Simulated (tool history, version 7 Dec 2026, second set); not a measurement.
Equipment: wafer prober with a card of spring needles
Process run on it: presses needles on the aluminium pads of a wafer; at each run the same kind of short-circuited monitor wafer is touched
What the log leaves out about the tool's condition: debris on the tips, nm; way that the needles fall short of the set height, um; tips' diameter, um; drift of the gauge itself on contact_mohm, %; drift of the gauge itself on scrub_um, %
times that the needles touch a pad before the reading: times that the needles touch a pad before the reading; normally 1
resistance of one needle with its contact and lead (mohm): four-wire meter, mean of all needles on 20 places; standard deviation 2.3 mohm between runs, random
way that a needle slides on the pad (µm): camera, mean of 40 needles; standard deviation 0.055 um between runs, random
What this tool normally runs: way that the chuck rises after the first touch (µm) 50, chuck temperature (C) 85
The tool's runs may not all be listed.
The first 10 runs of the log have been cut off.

| run | hour | way that the chuck rises after the first touch (µm) | chuck temperature (C) | times that the needles touch a pad before the reading | touches since the tips were cleaned | cleanings since the card got new needles | touches since the first contact's height was set | resistance of one needle with its contact and lead (mohm) | way that a needle slides on the pad (µm) |
|---|---|---|---|---|---|---|---|---|---|
|  | 127.9 | tips cleaned on abrasive film, once more |
|  | 133.6 | height of the first contact set anew |
| 11 | 138.7 | 62 | 85 | 2 | 5085 | 22 | 2467 | 335 | 10.72 |
|  | 148.4 | tips cleaned on abrasive film |
| 12 | 152.2 | 50 | 25 | 1 | 1829 | 23 | 8962 | 372 | 8.56 |
|  | 167.0 | tips cleaned on abrasive film |
| 13 | 167.0 | 50 | 77 | 1 | 0 | 24 | 16101 | 280 | 8.54 |
|  | 185.6 | tips cleaned on abrasive film |
| 14 | 185.6 | 50 | 77 | 1 | 0 | 25 | 25074 | 270 | 8.58 |
| 15 | 195.6 | 50 | 27 | 1 | 4844 | 25 | 29918 | 453 | 8.57 |
|  | 205.4 | tips cleaned on abrasive film |
| 16 | 209.5 | 50 | 27 | 1 | 1989 | 26 | 36617 | 371 | 8.57 |
| 17 | 219.5 | 54 | 54 | 3 | 6813 | 26 | 41441 | 325 | 9.42 |
|  | 224.7 | tips cleaned on abrasive film |
| 18 | 239.4 | 68 | 34 | 3 | 7110 | 27 | 51065 | 281 | 11.73 |
|  | 244.0 | tips cleaned on abrasive film |
| 19 | 253.4 | 68 | 34 | 3 | 4585 | 28 | 57827 | 285 | 11.71 |
|  | 263.0 | tips cleaned on abrasive film |
| 20 | 263.0 | 68 | 34 | 3 | 0 | 29 | 62421 | 242 | 11.71 |
| 21 | 274.6 | 51 | 32 | 1 | 5629 | 29 | 68050 | 454 | 8.66 |
|  | 281.5 | tips cleaned on abrasive film |
| 22 | 291.9 | 57 | 85 | 1 | 5037 | 30 | 76380 | 416 | 9.71 |
|  | 300.6 | tips cleaned on abrasive film |
| 23 | 300.6 | 46 | 67 | 1 | 0 | 31 | 80572 | 271 | 7.91 |
| 24 | 314.6 | 67 | 68 | 2 | 6772 | 31 | 87344 | 331 | 11.46 |
|  | 320.2 | tips cleaned on abrasive film |
| 25 | 333.2 | 67 | 39 | 2 | 6332 | 32 | 96335 | 321 | 11.44 |
|  | 339.5 | tips cleaned on abrasive film |
| 26 | 347.6 | 70 | 39 | 2 | 3923 | 33 | 103262 | 299 | 11.95 |
|  | 359.0 | tips cleaned on abrasive film |
| 27 | 365.7 | 35 | 62 | 3 | 3242 | 34 | 112011 | 387 | 6.02 |
|  | 378.3 | tips cleaned on abrasive film |
| 28 | 384.8 | 32 | 74 | 2 | 3145 | 35 | 121219 | 483 | 5.41 |
| 29 | 395.6 | 32 | 45 | 2 | 8408 | 35 | 126482 | 607 | 5.32 |
|  | 397.2 | tips cleaned on abrasive film |
| 30 | 405.4 | 32 | 45 | 2 | 3948 | 36 | 131153 | 519 | 5.38 |
|  | 416.5 | tips cleaned on abrasive film |
| 31 | 425.5 | 50 | 85 | 1 | 4367 | 37 | 140848 | 455 | 8.45 |
|  | 435.9 | tips cleaned on abrasive film |
| 32 | 437.3 | 52 | 39 | 2 | 634 | 38 | 146525 | 278 | 8.72 |

Alternative continuations, all from the tool just after run 32; predict every row:
| A | 452.9 | 41 | 65 | 2 | 8215 | 38 | 154106 | ? | ? |
| B | 452.9 | 46 | 52 | 1 | 8215 | 38 | 154106 | ? | ? |
| C | 452.9 | 46 | 85 | 1 | 8215 | 38 | 154106 | ? | ? |

| run | resistance of one needle with its contact and lead (mohm) | way that a needle slides on the pad (µm) |
|---|---|---|
| A | 473 | 6.75 |
| B | 550 | 7.77 |
| C | 553 | 7.68 |
With the hidden condition removed and each run's random variation left untouched, the same runs would have given:
| run | resistance of one needle with its contact and lead (mohm) | way that a needle slides on the pad (µm) |
|---|---|---|
| A | 254 | 6.97 |
| B | 249 | 7.99 |
| C | 263 | 7.91 |
